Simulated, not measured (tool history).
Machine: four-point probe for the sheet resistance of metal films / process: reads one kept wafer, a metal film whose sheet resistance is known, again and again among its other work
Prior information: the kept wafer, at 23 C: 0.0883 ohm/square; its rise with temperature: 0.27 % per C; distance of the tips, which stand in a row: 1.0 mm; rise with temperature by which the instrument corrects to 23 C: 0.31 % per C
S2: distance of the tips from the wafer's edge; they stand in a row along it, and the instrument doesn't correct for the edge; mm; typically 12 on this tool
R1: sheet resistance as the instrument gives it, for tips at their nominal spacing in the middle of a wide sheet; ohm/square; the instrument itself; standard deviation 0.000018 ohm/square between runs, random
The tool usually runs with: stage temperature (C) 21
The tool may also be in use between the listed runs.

{"run": 1, "hour": 0.0, "stage temperature (C)": 21, "S2": 12, "R1": 0.088062}
{"run": 2, "hour": 20.1, "stage temperature (C)": 21, "S2": 12, "R1": 0.088082}
{"run": 3, "hour": 43.6, "stage temperature (C)": 21, "S2": 4, "R1": 0.090613}
{"run": 4, "hour": 70.9, "stage temperature (C)": 21, "S2": 12, "R1": 0.088065}
{"run": 5, "hour": 84.2, "stage temperature (C)": 21, "S2": 12, "R1": 0.088039}
{"run": 6, "hour": 105.0, "stage temperature (C)": 21, "S2": 12, "R1": 0.088058}
{"run": 7, "hour": 128.5, "stage temperature (C)": 21, "S2": 12, "R1": 0.088025}
{"run": 8, "hour": 144.3, "stage temperature (C)": 25, "S2": 12, "R1": 0.087919}
{"run": 9, "hour": 156.3, "stage temperature (C)": 25, "S2": 12, "R1": 0.087916}
{"run": 10, "hour": 183.6, "stage temperature (C)": 21, "S2": 12, "R1": 0.088046}
{"run": 11, "hour": 207.6, "stage temperature (C)": 21, "S2": 12, "R1": 0.088048}
{"run": 12, "hour": 223.6, "stage temperature (C)": 21, "S2": 12, "R1": 0.088045}
{"hour": 226.2, "done": "stage's thermometer calibrated"}
{"run": 13, "hour": 250.5, "stage temperature (C)": 20, "S2": 57, "R1": 0.087743}
{"run": 14, "hour": 279.1, "stage temperature (C)": 33, "S2": 17, "R1": 0.087466}
{"run": 15, "hour": 303.1, "stage temperature (C)": 24, "S2": 7, "R1": 0.088583}
{"run": 16, "hour": 316.0, "stage temperature (C)": 34, "S2": 4, "R1": 0.090088}
{"run": 17, "hour": 338.0, "stage temperature (C)": 34, "S2": 4, "R1": 0.090083}
{"run": 18, "hour": 360.9, "stage temperature (C)": 21, "S2": 9, "R1": 0.088281}
{"run": 19, "hour": 377.0, "stage temperature (C)": 21, "S2": 9, "R1": 0.088309}
{"hour": 399.3, "done": "stage's thermometer calibrated, once more"}
{"run": 20, "hour": 405.1, "stage temperature (C)": 23, "S2": 11, "R1": 0.087955}
{"run": 21, "hour": 430.2, "stage temperature (C)": 23, "S2": 11, "R1": 0.087926}

Forecast each of these 5 alternatives for the next run:
{"run": "A", "hour": 449.4, "stage temperature (C)": 34, "S2": 38, "R1": "?"}
{"run": "B", "hour": 449.4, "stage temperature (C)": 34, "S2": 27, "R1": "?"}
{"run": "C", "hour": 449.4, "stage temperature (C)": 19, "S2": 69, "R1": "?"}
{"run": "D", "hour": 449.4, "stage temperature (C)": 23, "S2": 43, "R1": "?"}
{"run": "E", "hour": 449.4, "stage temperature (C)": 26, "S2": 10, "R1": "?"}

run=A R1=0.087198
run=B R1=0.08724
run=C R1=0.087705
run=D R1=0.08759
run=E R1=0.087918
Had the tool no hidden state, the same runs would have come out as:
run=A R1=0.087947
run=B R1=0.087989
run=C R1=0.088458
run=D R1=0.088342
run=E R1=0.088673

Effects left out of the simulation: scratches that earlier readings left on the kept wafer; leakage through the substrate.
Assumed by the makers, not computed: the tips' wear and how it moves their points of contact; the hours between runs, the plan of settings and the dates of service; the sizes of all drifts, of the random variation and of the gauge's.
